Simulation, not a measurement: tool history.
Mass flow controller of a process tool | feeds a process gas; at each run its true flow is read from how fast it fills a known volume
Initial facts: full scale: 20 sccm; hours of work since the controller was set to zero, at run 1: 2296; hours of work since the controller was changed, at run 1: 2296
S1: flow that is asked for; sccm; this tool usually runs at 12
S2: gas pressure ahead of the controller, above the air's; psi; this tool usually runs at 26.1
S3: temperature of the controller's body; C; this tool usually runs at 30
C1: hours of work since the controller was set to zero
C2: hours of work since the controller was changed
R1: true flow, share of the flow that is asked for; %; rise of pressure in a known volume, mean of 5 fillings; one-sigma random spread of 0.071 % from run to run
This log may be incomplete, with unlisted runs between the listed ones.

{"run": 1, "hour": 0.0, "S1": 12, "S2": 26.1, "S3": 30, "C1": 2296, "C2": 2296, "R1": 100.82}
{"run": 2, "hour": 341.8, "S1": 12, "S2": 26.1, "S3": 30, "C1": 2438, "C2": 2438, "R1": 100.89}
{"run": 3, "hour": 592.6, "S1": 12, "S2": 26.1, "S3": 29, "C1": 2542, "C2": 2542, "R1": 100.92}
{"run": 4, "hour": 974.1, "S1": 12, "S2": 26.1, "S3": 29, "C1": 2701, "C2": 2701, "R1": 101.06}
{"run": 5, "hour": 1379.9, "S1": 12, "S2": 26.1, "S3": 29, "C1": 2870, "C2": 2870, "R1": 101.0}
{"run": 6, "hour": 1575.9, "S1": 12, "S2": 26.1, "S3": 29, "C1": 2952, "C2": 2952, "R1": 101.28}
{"run": 7, "hour": 1976.3, "S1": 12, "S2": 26.1, "S3": 29, "C1": 3118, "C2": 3118, "R1": 101.42}
{"run": 8, "hour": 2171.0, "S1": 12, "S2": 26.1, "S3": 29, "C1": 3200, "C2": 3200, "R1": 101.35}
{"hour": 2200.0, "done": "controller's zero set anew"}
{"run": 9, "hour": 2405.9, "S1": 12, "S2": 26.1, "S3": 29, "C1": 86, "C2": 3297, "R1": 101.53}
{"run": 10, "hour": 2863.0, "S1": 12, "S2": 26.1, "S3": 29, "C1": 276, "C2": 3487, "R1": 101.5}
{"run": 11, "hour": 3085.8, "S1": 12, "S2": 26.1, "S3": 30, "C1": 369, "C2": 3580, "R1": 101.69}
{"hour": 3275.2, "done": "controller's zero set anew, once more"}
{"run": 12, "hour": 3495.6, "S1": 9, "S2": 26.1, "S3": 30, "C1": 92, "C2": 3751, "R1": 100.74}
{"run": 13, "hour": 3949.0, "S1": 9, "S2": 26.1, "S3": 30, "C1": 281, "C2": 3939, "R1": 100.78}
{"run": 14, "hour": 4222.0, "S1": 9, "S2": 26.1, "S3": 39, "C1": 394, "C2": 4053, "R1": 101.65}
{"run": 15, "hour": 4539.5, "S1": 14, "S2": 28.9, "S3": 32, "C1": 526, "C2": 4185, "R1": 101.56}
{"run": 16, "hour": 4889.7, "S1": 7, "S2": 26.5, "S3": 30, "C1": 672, "C2": 4331, "R1": 101.08}
{"run": 17, "hour": 5227.5, "S1": 12, "S2": 32.1, "S3": 21, "C1": 813, "C2": 4472, "R1": 100.45}
{"run": 18, "hour": 5486.0, "S1": 6, "S2": 35.1, "S3": 27, "C1": 921, "C2": 4579, "R1": 100.72}
{"run": 19, "hour": 5785.0, "S1": 8, "S2": 26.4, "S3": 29, "C1": 1045, "C2": 4704, "R1": 101.17}
{"run": 20, "hour": 6027.9, "S1": 8, "S2": 26.4, "S3": 29, "C1": 1146, "C2": 4805, "R1": 101.21}
{"run": 21, "hour": 6403.9, "S1": 4, "S2": 26.1, "S3": 30, "C1": 1303, "C2": 4962, "R1": 101.53}
{"run": 22, "hour": 6642.1, "S1": 12, "S2": 31.3, "S3": 30, "C1": 1402, "C2": 5061, "R1": 101.66}
{"run": 23, "hour": 6902.8, "S1": 17, "S2": 26.1, "S3": 37, "C1": 1510, "C2": 5169, "R1": 102.56}
{"run": 24, "hour": 7182.6, "S1": 7, "S2": 23.2, "S3": 30, "C1": 1627, "C2": 5286, "R1": 101.8}
{"run": 25, "hour": 7571.5, "S1": 7, "S2": 23.2, "S3": 30, "C1": 1789, "C2": 5448, "R1": 101.77}
{"run": 26, "hour": 7995.1, "S1": 3, "S2": 22.2, "S3": 26, "C1": 1965, "C2": 5624, "R1": 102.09}
{"run": 27, "hour": 8206.3, "S1": 9, "S2": 26.1, "S3": 21, "C1": 2053, "C2": 5712, "R1": 101.19}
{"run": 28, "hour": 8486.1, "S1": 4, "S2": 26.1, "S3": 38, "C1": 2170, "C2": 5829, "R1": 102.98}

Branching from run 28: 4 alternative next runs. What would each branch give?
{"run": "A", "hour": 8759.1, "S1": 4, "S2": 20.7, "S3": 26, "C1": 2283, "C2": 5942, "R1": "?"}
{"run": "B", "hour": 8759.1, "S1": 13, "S2": 26.1, "S3": 35, "C1": 2283, "C2": 5942, "R1": "?"}
{"run": "C", "hour": 8759.1, "S1": 5, "S2": 26.1, "S3": 30, "C1": 2283, "C2": 5942, "R1": "?"}
{"run": "D", "hour": 8759.1, "S1": 13, "S2": 26.1, "S3": 30, "C1": 2283, "C2": 5942, "R1": "?"}

run=A R1=102.26
run=B R1=102.70
run=C R1=102.40
run=D R1=102.24
Take away the tool's hidden state, keep each run's random variation, and the runs would have read:
run=A R1=99.07
run=B R1=100.43
run=C R1=99.47
run=D R1=99.97
